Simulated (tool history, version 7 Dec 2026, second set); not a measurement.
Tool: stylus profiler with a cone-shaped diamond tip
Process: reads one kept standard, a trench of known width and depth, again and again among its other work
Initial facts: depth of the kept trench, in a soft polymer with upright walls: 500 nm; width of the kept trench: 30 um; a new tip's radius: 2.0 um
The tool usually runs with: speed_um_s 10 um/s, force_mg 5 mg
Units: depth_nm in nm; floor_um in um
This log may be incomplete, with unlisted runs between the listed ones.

| run | hour | speed_um_s | force_mg | depth_nm | floor_um |
|---|---|---|---|---|---|
| 1 | 0 | 10 | 5 | 505.29 | 26.6 |
| 2 | 18.5 | 10 | 5 | 505.57 | 26.55 |
| 3 | 59.3 | 10 | 5 | 505.65 | 26.57 |
| 4 | 98.7 | 5 | 5 | 505.38 | 26.54 |
| 5 | 119.5 | 10 | 6.05 | 506.18 | 26.47 |
| 6 | 138.4 | 10 | 2.96 | 503.31 | 26.46 |
| 7 | 156 | 10 | 2.96 | 503.22 | 26.5 |
| 8 | 187.5 | 10 | 2.96 | 503.24 | 26.45 |
| 9 | 218.5 | 3 | 2.96 | 503.02 | 26.54 |
| 10 | 258.7 | 3 | 2.96 | 503.14 | 26.5 |
| 11 | 289.5 | 10 | 5 | 505.1 | 26.51 |
| 12 | 325.7 | 10 | 5 | 505.18 | 26.44 |
| 13 | 356.2 | 10 | 5 | 505.2 | 26.46 |
| 14 | 388.7 | 10 | 5 | 505.3 | 26.42 |
| 15 | 416.3 | 10 | 5 | 505.14 | 26.43 |
| 16 | 439.7 | 29 | 9.87 | 509 | 26.43 |
| 17 | 468.7 | 5 | 2.39 | 502.09 | 26.45 |
| 18 | 512 | 13 | 5.33 | 505.38 | 26.34 |
| 19 | 547.8 | 5 | 5 | 504.88 | 26.35 |
| 20 | 576.8 | 19 | 4.62 | 504.88 | 26.32 |
| 21 | 605.4 | 6 | 14.35 | 512.35 | 26.38 |
| 22 | 637 | 28 | 3.75 | 503.6 | 26.21 |
| 23 | 674.2 | 13 | 1.83 | 501.38 | 26.26 |
| 24 | 711.1 | 28 | 6.4 | 506.21 | 26.27 |
| 25 | 730.7 | 28 | 6.4 | 505.78 | 26.22 |
| 26 | 748.5 | 35 | 9.44 | 508.69 | 26.22 |

Forecast each of these 4 alternatives for the next run:
| A | 770.7 | 36 | 2.87 | ? | ? |
| B | 770.7 | 30 | 3.58 | ? | ? |
| C | 770.7 | 35 | 4.05 | ? | ? |
| D | 770.7 | 10 | 6.91 | ? | ? |

| run | depth_nm | floor_um |
|---|---|---|
| A | 502.45 | 26.09 |
| B | 502.97 | 26.19 |
| C | 503.64 | 26.2 |
| D | 506.57 | 26.29 |
With no hidden state in the tool, these same runs would have given:
| run | depth_nm | floor_um |
|---|---|---|
| A | 504.9 | 27.11 |
| B | 505.42 | 27.22 |
| C | 506.09 | 27.23 |
| D | 509.04 | 27.32 |
